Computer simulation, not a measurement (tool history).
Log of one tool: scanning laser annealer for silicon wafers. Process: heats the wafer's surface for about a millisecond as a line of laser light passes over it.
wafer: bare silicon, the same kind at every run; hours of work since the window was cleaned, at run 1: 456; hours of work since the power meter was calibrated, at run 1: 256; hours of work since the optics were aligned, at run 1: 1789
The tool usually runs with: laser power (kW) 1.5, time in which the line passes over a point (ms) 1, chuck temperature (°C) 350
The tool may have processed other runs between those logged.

run   hour  laser power (kW)  time in which the line passes over a point (ms)  chuck temperature (°C)  hours of work since the window was cleaned  hours of work since the power meter was calibrated  hours of work since the optics were aligned  highest temperature of the surface (°C)
  1      0               1.5                                                1                     350                                         456                                                 256                                         1789                                     1070
  2   48.5               1.5                                                1                     350                                         487                                                 287                                         1820                                     1067
  3    123               1.5                                                1                     350                                         534                                                 334                                         1868                                     1062
  4  180.1               1.5                                                1                     350                                         571                                                 371                                         1904                                     1057
  5  214.6               1.5                                                1                     350                                         593                                                 393                                         1926                                     1061
  6    267               1.5                                                1                     350                                         627                                                 427                                         1960                                     1057
     330.2  -- optics aligned, line set to its width
     337.1  -- window over the wafer cleaned
  7    340               1.5                                                1                     350                                           2                                                 469                                            5                                     1093
  8  412.4               1.5                                             0.88                     350                                          48                                                 515                                           51                                     1045
  9  471.9             1.535                                                1                     350                                          86                                                 554                                           90                                     1106

What does the tool deliver on the next run?
 10   532             1.535                                                1                     350                                         125                                                 592                                          128                                        ?

{"run 10": {"highest temperature of the surface (°C)": 1105}}
With no hidden state in the tool, this same run would have given highest temperature of the surface (°C) 1121.
